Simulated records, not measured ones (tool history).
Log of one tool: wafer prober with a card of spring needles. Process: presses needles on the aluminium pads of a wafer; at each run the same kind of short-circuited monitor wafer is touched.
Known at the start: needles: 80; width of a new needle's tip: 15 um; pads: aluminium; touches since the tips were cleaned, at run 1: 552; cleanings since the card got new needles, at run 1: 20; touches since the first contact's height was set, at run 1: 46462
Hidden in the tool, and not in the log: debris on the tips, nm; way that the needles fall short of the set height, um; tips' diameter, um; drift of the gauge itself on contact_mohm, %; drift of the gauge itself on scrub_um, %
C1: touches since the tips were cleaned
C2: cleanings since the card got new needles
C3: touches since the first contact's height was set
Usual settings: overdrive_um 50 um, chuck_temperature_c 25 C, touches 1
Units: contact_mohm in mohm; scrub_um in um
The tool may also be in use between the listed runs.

run 1 day=0 | overdrive_um=50 chuck_temperature_c=25 touches=1 | C1=552 C2=20 C3=46462 | contact_mohm=254 scrub_um=6.06
-- day=0.188 tips cleaned on abrasive film
-- day=0.412 tips cleaned on abrasive film
run 2 day=0.412 | overdrive_um=50 chuck_temperature_c=25 touches=1 | C1=0 C2=22 C3=50083 | contact_mohm=248 scrub_um=6.08
-- day=0.638 tips cleaned on abrasive film
run 3 day=0.829 | overdrive_um=50 chuck_temperature_c=25 touches=1 | C1=1713 C2=23 C3=53782 | contact_mohm=273 scrub_um=6.09
-- day=0.883 tips cleaned on abrasive film
-- day=1.125 tips cleaned on abrasive film
run 4 day=1.308 | overdrive_um=50 chuck_temperature_c=25 touches=1 | C1=1634 C2=25 C3=58002 | contact_mohm=270 scrub_um=5.98
-- day=1.383 tips cleaned on abrasive film
-- day=1.612 tips cleaned on abrasive film
run 5 day=1.738 | overdrive_um=50 chuck_temperature_c=37 touches=1 | C1=1111 C2=27 C3=61790 | contact_mohm=269 scrub_um=6.06
-- day=1.85 tips cleaned on abrasive film
run 6 day=2.038 | overdrive_um=50 chuck_temperature_c=25 touches=2 | C1=1674 C2=28 C3=64423 | contact_mohm=264 scrub_um=6.01
-- day=2.1 tips cleaned on abrasive film
-- day=2.362 tips cleaned on abrasive film
run 7 day=2.396 | overdrive_um=33 chuck_temperature_c=25 touches=1 | C1=303 C2=30 C3=67572 | contact_mohm=272 scrub_um=3.87
-- day=2.617 tips cleaned on abrasive film
run 8 day=2.833 | overdrive_um=50 chuck_temperature_c=29 touches=1 | C1=1937 C2=31 C3=71462 | contact_mohm=277 scrub_um=5.98
-- day=2.883 tips cleaned on abrasive film
-- day=3.112 tips cleaned on abrasive film
run 9 day=3.183 | overdrive_um=50 chuck_temperature_c=93 touches=1 | C1=627 C2=33 C3=74527 | contact_mohm=284 scrub_um=6.04
-- day=3.338 tips cleaned on abrasive film
-- day=3.571 tips cleaned on abrasive film
run 10 day=3.688 | overdrive_um=50 chuck_temperature_c=30 touches=1 | C1=1028 C2=35 C3=78962 | contact_mohm=268 scrub_um=6.05
-- day=3.817 tips cleaned on abrasive film
run 11 day=3.988 | overdrive_um=50 chuck_temperature_c=30 touches=1 | C1=1520 C2=36 C3=81620 | contact_mohm=274 scrub_um=5.94
-- day=4.071 tips cleaned on abrasive film
-- day=4.321 tips cleaned on abrasive film
run 12 day=4.45 | overdrive_um=50 chuck_temperature_c=62 touches=1 | C1=1136 C2=38 C3=85691 | contact_mohm=277 scrub_um=5.98
-- day=4.562 tips cleaned on abrasive film
run 13 day=4.704 | overdrive_um=50 chuck_temperature_c=25 touches=1 | C1=1286 C2=39 C3=87958 | contact_mohm=270 scrub_um=5.97
-- day=4.788 tips cleaned on abrasive film
-- day=5.029 tips cleaned on abrasive film
run 14 day=5.121 | overdrive_um=50 chuck_temperature_c=25 touches=1 | C1=853 C2=41 C3=91623 | contact_mohm=266 scrub_um=5.94
-- day=5.262 tips cleaned on abrasive film
run 15 day=5.4 | overdrive_um=50 chuck_temperature_c=25 touches=1 | C1=1248 C2=42 C3=94095 | contact_mohm=268 scrub_um=5.99
-- day=5.5 tips cleaned on abrasive film
run 16 day=5.612 | overdrive_um=50 chuck_temperature_c=25 touches=1 | C1=1013 C2=43 C3=95958 | contact_mohm=266 scrub_um=5.94
-- day=5.754 tips cleaned on abrasive film
-- day=5.979 tips cleaned on abrasive film
run 17 day=6.021 | overdrive_um=50 chuck_temperature_c=25 touches=1 | C1=392 C2=45 C3=99541 | contact_mohm=258 scrub_um=5.92
-- day=6.071 height of the first contact set anew
-- day=6.233 tips cleaned on abrasive film
-- day=6.475 tips cleaned on abrasive film
run 18 day=6.488 | overdrive_um=52 chuck_temperature_c=86 touches=1 | C1=112 C2=47 C3=3655 | contact_mohm=270 scrub_um=6.04
-- day=6.712 tips cleaned on abrasive film
run 19 day=6.862 | overdrive_um=50 chuck_temperature_c=34 touches=2 | C1=1367 C2=48 C3=6982 | contact_mohm=265 scrub_um=5.75
-- day=6.962 tips cleaned on abrasive film
run 20 day=7.117 | overdrive_um=47 chuck_temperature_c=27 touches=2 | C1=1386 C2=49 C3=9230 | contact_mohm=268 scrub_um=5.41
-- day=7.192 height of the first contact set anew, once more
-- day=7.221 tips cleaned on abrasive film
-- day=7.467 tips cleaned on abrasive film
run 21 day=7.525 | overdrive_um=38 chuck_temperature_c=52 touches=2 | C1=513 C2=51 C3=2930 | contact_mohm=266 scrub_um=4.72
-- day=7.704 tips cleaned on abrasive film
run 22 day=7.854 | overdrive_um=38 chuck_temperature_c=27 touches=1 | C1=1342 C2=52 C3=5849 | contact_mohm=282 scrub_um=4.7
-- day=7.95 tips cleaned on abrasive film
-- day=8.188 tips cleaned on abrasive film
run 23 day=8.233 | overdrive_um=38 chuck_temperature_c=27 touches=1 | C1=418 C2=54 C3=9186 | contact_mohm=269 scrub_um=4.7
-- day=8.417 tips cleaned on abrasive film
run 24 day=8.492 | overdrive_um=36 chuck_temperature_c=110 touches=2 | C1=681 C2=55 C3=11450 | contact_mohm=292 scrub_um=4.36
-- day=8.654 tips cleaned on abrasive film
-- day=8.879 tips cleaned on abrasive film
run 25 day=8.954 | overdrive_um=41 chuck_temperature_c=110 touches=2 | C1=674 C2=57 C3=15541 | contact_mohm=284 scrub_um=5.04
-- day=9.1 tips cleaned on abrasive film
-- day=9.358 tips cleaned on abrasive film
run 26 day=9.433 | overdrive_um=41 chuck_temperature_c=110 touches=2 | C1=647 C2=59 C3=19737 | contact_mohm=286 scrub_um=4.98
-- day=9.588 tips cleaned on abrasive film
run 27 day=9.704 | overdrive_um=41 chuck_temperature_c=110 touches=2 | C1=1026 C2=60 C3=22133 | contact_mohm=288 scrub_um=4.98
-- day=9.812 tips cleaned on abrasive film
run 28 day=10.004 | overdrive_um=49 chuck_temperature_c=33 touches=2 | C1=1726 C2=61 C3=24790 | contact_mohm=266 scrub_um=6.02
-- day=10.05 tips cleaned on abrasive film
run 29 day=10.258 | overdrive_um=54 chuck_temperature_c=110 touches=1 | C1=1905 C2=62 C3=27058 | contact_mohm=289 scrub_um=6.63
-- day=10.288 tips cleaned on abrasive film
-- day=10.525 tips cleaned on abrasive film
-- day=10.762 tips cleaned on abrasive film
run 30 day=10.762 | overdrive_um=54 chuck_temperature_c=110 touches=1 | C1=0 C2=65 C3=31435 | contact_mohm=273 scrub_um=6.58
-- day=10.992 tips cleaned on abrasive film
-- day=11.208 tips cleaned on abrasive film
run 31 day=11.246 | overdrive_um=54 chuck_temperature_c=110 touches=1 | C1=306 C2=67 C3=35698 | contact_mohm=278 scrub_um=6.6

Hidden state or all else? Some run-to-run changes of contact_mohm, split into what the settings, what came in and random variation would give without the hidden state, and what is left for the hidden state (with any gauge scatter that isn't in both results):
Run 2 -> 3: tips cleaned on abrasive film. contact_mohm +25 mohm: hidden state +26, all else -1.
Run 8 -> 9: chuck_temperature_c 29 -> 93, tips cleaned on abrasive film, tips cleaned on abrasive film. contact_mohm +7 mohm: hidden state -20, all else +27.
Run 21 -> 22: chuck_temperature_c 52 -> 27, touches 2 -> 1, tips cleaned on abrasive film. contact_mohm +16 mohm: hidden state +23, all else -7.
Run 23 -> 24: overdrive_um 38 -> 36, chuck_temperature_c 27 -> 110, touches 1 -> 2, tips cleaned on abrasive film. contact_mohm +23 mohm: hidden state -1, all else +24.
Run 28 -> 29: overdrive_um 49 -> 54, chuck_temperature_c 33 -> 110, touches 2 -> 1, tips cleaned on abrasive film. contact_mohm +23 mohm: hidden state +5, all else +18.

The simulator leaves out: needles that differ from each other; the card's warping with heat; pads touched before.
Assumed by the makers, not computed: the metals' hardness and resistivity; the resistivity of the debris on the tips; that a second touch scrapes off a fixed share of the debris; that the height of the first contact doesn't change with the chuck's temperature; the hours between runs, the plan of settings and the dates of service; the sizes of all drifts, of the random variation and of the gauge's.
